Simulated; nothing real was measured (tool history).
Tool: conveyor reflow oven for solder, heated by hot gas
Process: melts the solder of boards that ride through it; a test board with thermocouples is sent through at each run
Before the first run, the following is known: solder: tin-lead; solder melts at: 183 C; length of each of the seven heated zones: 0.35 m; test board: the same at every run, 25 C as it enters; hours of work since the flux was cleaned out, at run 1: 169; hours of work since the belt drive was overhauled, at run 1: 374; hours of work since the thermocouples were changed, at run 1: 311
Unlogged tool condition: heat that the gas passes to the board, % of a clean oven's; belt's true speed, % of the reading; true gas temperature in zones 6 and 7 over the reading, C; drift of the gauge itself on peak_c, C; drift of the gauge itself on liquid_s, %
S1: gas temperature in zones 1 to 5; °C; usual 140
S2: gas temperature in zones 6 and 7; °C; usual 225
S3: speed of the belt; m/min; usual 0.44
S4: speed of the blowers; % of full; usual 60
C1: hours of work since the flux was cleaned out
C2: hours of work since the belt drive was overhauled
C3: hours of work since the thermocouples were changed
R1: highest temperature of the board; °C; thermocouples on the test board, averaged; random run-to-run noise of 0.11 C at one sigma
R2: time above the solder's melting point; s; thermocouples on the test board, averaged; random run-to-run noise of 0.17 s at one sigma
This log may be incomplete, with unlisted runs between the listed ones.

run,hour,S1,S2,S3,S4,C1,C2,C3,R1,R2
1,0,140,225,0.44,60,169,374,311,206.7,60.1
2,33.6,140,225,0.44,60,189,395,331,206.4,59.4
3,62.4,140,225,0.44,60,207,412,349,206.3,59.2
4,76.1,140,225,0.402,60,215,421,357,209,70.1
5,95.6,140,225,0.402,60,227,432,369,209,70.5
6,117.3,143,225,0.44,60,240,446,382,206.7,61.1
# hour 123.8: flux residue cleaned out of gas plates and filters
7,147.3,140,225,0.44,60,14,461,397,205.6,58
8,170.6,140,225,0.44,60,28,475,412,205.2,57.4
9,188.9,140,225,0.44,60,39,486,423,205.1,57.6
10,220.7,140,225,0.44,60,59,505,442,204.9,57.2
11,246.4,140,238,0.424,60,74,521,457,216.8,74.5
# hour 256.4: flux residue cleaned out of gas plates and filters, once more
12,280.8,140,238,0.424,60,15,539,475,219.8,78.2
13,302.9,127,225,0.373,70,28,552,489,213,77.4
14,320.2,140,225,0.425,69,39,563,499,211.2,70.2
15,339.3,141,229,0.43,81,50,574,511,216.9,76.5
16,363.5,140,215,0.44,58,65,589,525,198.6,47.2
17,395.8,125,215,0.44,58,85,608,545,195.2,34.6

How the hidden state differs across the entries between the runs, from the last listed run before each to the first after it:
Runs 6 to 7: flux residue cleaned out of gas plates and filters (hour 123.8)
  heat that the gas passes to the board, % of a clean oven's: 91.9 -> 89.2; belt's true speed, % of the reading: 99.06 -> 99.03; true gas temperature in zones 6 and 7 over the reading, C: -0.67 -> -0.68
  what was measured, less what the result would be without the hidden state, R1: -2.1 -> -2.7 °C; R2: -2.7 -> -3.9 s
Runs 11 to 12: flux residue cleaned out of gas plates and filters, once more (hour 256.4)
  heat that the gas passes to the board, % of a clean oven's: 87.4 -> 98.9; belt's true speed, % of the reading: 98.91 -> 98.87; true gas temperature in zones 6 and 7 over the reading, C: -0.74 -> -0.76
  what was measured, less what the result would be without the hidden state, R1: -3.4 -> -0.5 °C; R2: -3 -> +0.5 s

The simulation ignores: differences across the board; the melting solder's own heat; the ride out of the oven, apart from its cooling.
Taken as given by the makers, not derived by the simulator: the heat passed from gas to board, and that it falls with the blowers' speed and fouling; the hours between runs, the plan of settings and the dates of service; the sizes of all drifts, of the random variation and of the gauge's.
